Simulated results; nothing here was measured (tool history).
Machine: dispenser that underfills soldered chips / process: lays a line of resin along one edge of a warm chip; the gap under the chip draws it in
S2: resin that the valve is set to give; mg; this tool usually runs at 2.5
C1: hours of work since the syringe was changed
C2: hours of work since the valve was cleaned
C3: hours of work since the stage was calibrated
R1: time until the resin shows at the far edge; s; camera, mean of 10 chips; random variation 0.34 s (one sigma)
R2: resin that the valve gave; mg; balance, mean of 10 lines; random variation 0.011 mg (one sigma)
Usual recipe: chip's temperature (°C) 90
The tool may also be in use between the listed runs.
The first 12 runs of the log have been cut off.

Run 13, hour 47.6: usual settings but S2 2.22 mg; C1 3; C2 35; C3 171. Result: R1 17.9 s, R2 2.15 mg.
Run 14, hour 50.1: usual settings but S2 2.22 mg; C1 5; C2 36; C3 173. Result: R1 19.4 s, R2 2.16 mg.
Run 15, hour 52.4: usual settings but S2 2.22 mg; C1 6; C2 38; C3 174. Result: R1 20.6 s, R2 2.14 mg.
Run 16, hour 55.8: usual settings; C1 9; C2 41; C3 177. Result: R1 22.9 s, R2 2.41 mg.
At hour 58.6: new syringe of resin.
Run 17, hour 59.6: usual settings but S2 2.27 mg; C1 1; C2 43; C3 179. Result: R1 16.1 s, R2 2.2 mg.
Run 18, hour 63.9: usual settings but S2 2.27 mg; C1 4; C2 46; C3 182. Result: R1 18.6 s, R2 2.17 mg.
Run 19, hour 67.1: usual settings but chip's temperature (°C) 82, S2 2.8 mg; C1 6; C2 49; C3 185. Result: R1 26.9 s, R2 2.7 mg.
Run 20, hour 71.6: usual settings but chip's temperature (°C) 82, S2 2.8 mg; C1 9; C2 52; C3 188. Result: R1 30.8 s, R2 2.67 mg.
At hour 73.3: new syringe of resin.
Run 21, hour 76.4: usual settings but chip's temperature (°C) 82, S2 2.8 mg; C1 2; C2 55; C3 191. Result: R1 23 s, R2 2.66 mg.
Run 22, hour 79.8: usual settings but chip's temperature (°C) 82, S2 2.8 mg; C1 5; C2 58; C3 194. Result: R1 25.2 s, R2 2.65 mg.
At hour 82: dispensing valve cleaned and set on the balance.
Run 23, hour 84.9: usual settings but chip's temperature (°C) 82, S2 2.8 mg; C1 8; C2 2; C3 197. Result: R1 28.9 s, R2 2.78 mg.
At hour 89: new syringe of resin.
Run 24, hour 89: usual settings but chip's temperature (°C) 97, S2 2.3 mg; C1 0; C2 5; C3 200. Result: R1 12 s, R2 2.28 mg.
Run 25, hour 92.6: usual settings but chip's temperature (°C) 82, S2 3.12 mg; C1 3; C2 8; C3 202. Result: R1 22.1 s, R2 3.11 mg.
Run 26, hour 96.4: usual settings but chip's temperature (°C) 82, S2 2.34 mg; C1 5; C2 10; C3 205. Result: R1 26.1 s, R2 2.31 mg.
Run 27, hour 101.5: usual settings but chip's temperature (°C) 82, S2 2.34 mg; C1 9; C2 14; C3 209. Result: R1 31.8 s, R2 2.31 mg.
At hour 103.9: new syringe of resin.
Run 28, hour 104.4: usual settings but chip's temperature (°C) 105, S2 2.74 mg; C1 0; C2 16; C3 211. Result: R1 9.3 s, R2 2.7 mg.
Run 29, hour 107.2: usual settings but chip's temperature (°C) 105, S2 2.74 mg; C1 2; C2 18; C3 213. Result: R1 9.6 s, R2 2.71 mg.
Run 30, hour 110: usual settings but chip's temperature (°C) 95, S2 3.14 mg; C1 4; C2 20; C3 215. Result: R1 15.6 s, R2 3.08 mg.
Run 31, hour 112.2: usual settings but chip's temperature (°C) 85, S2 2.39 mg; C1 6; C2 22; C3 216. Result: R1 23.7 s, R2 2.35 mg.
Run 32, hour 115.6: usual settings but chip's temperature (°C) 87, S2 2.81 mg; C1 9; C2 24; C3 219. Result: R1 23.7 s, R2 2.75 mg.
At hour 118.7: new syringe of resin.
Run 33, hour 120: usual settings but chip's temperature (°C) 97, S2 2.88 mg; C1 1; C2 27; C3 222. Result: R1 12.7 s, R2 2.82 mg.
Run 34, hour 124.1: usual settings but chip's temperature (°C) 103, S2 2.57 mg; C1 4; C2 30; C3 225. Result: R1 10.6 s, R2 2.47 mg.
Run 35, hour 127: usual settings but chip's temperature (°C) 103, S2 2.57 mg; C1 6; C2 32; C3 227. Result: R1 12 s, R2 2.49 mg.

The next listed run, before its measurement:
Run 36, hour 130.7: usual settings but chip's temperature (°C) 96, S2 2.77 mg; C1 9; C2 35; C3 230. Result: R1 ?, R2 ?.

R1: 18.3 s
R2: 2.69 mg
Minus the tool's unlogged condition, the same run would have read R1 13.4 s, R2 2.78 mg.

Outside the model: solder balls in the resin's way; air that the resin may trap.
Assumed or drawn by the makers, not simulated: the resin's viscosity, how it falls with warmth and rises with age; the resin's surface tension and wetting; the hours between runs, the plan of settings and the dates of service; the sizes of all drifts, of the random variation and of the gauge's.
